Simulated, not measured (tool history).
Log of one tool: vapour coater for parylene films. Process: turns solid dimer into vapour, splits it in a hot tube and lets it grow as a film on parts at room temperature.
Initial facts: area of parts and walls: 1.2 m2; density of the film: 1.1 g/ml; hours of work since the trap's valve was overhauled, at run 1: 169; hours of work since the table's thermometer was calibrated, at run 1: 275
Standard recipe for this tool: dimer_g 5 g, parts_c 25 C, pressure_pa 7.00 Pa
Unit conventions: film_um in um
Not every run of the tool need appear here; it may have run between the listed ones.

| run | hour | dimer_g | parts_c | pressure_pa | hours of work since the trap's valve was overhauled | hours of work since the table's thermometer was calibrated | film_um |
|---|---|---|---|---|---|---|---|
| 1 | 0.0 | 5 | 25 | 7.00 | 169 | 275 | 2.31 |
| 2 | 7.1 | 5 | 25 | 7.00 | 173 | 279 | 2.28 |
| 3 | 18.7 | 5 | 25 | 7.00 | 180 | 286 | 2.27 |
| 4 | 31.0 | 5 | 25 | 7.00 | 188 | 294 | 2.29 |
| 5 | 42.8 | 5 | 25 | 7.00 | 195 | 301 | 2.25 |
| 6 | 50.2 | 5 | 25 | 7.00 | 200 | 306 | 2.26 |
| 7 | 64.8 | 5 | 25 | 7.00 | 209 | 315 | 2.25 |
| 8 | 73.0 | 4 | 19 | 4.60 | 214 | 320 | 2.29 |
| 9 | 83.5 | 4 | 19 | 4.60 | 220 | 327 | 2.30 |
|  | 85.8 | table's thermometer calibrated |
| 10 | 97.3 | 3 | 22 | 4.60 | 228 | 7 | 1.55 |
| 11 | 109.5 | 2 | 29 | 4.60 | 236 | 15 | 0.88 |
|  | 119.8 | trap's valve overhauled |
| 12 | 125.1 | 2 | 24 | 4.60 | 3 | 22 | 1.09 |
| 13 | 138.5 | 5 | 23 | 6.04 | 12 | 30 | 2.69 |
| 14 | 150.0 | 2 | 28 | 6.54 | 19 | 37 | 0.92 |

Each row is a separate what-if for the run after 14, all from the same tool condition, not one after another. Results?
|  | 161.3 | table's thermometer calibrated, once more |
| A | 163.4 | 3 | 25 | 2.09 | 26 | 1 | ? |
|  | 161.3 | table's thermometer calibrated, once more |
| B | 163.4 | 2 | 28 | 5.81 | 26 | 1 | ? |
|  | 161.3 | table's thermometer calibrated, once more |
| C | 163.4 | 5 | 22 | 6.29 | 26 | 1 | ? |

| run | film_um |
|---|---|
| A | 1.76 |
| B | 0.92 |
| C | 2.70 |
What these runs would have given with no unlogged condition in the tool:
| run | film_um |
|---|---|
| A | 1.78 |
| B | 0.93 |
| C | 2.73 |
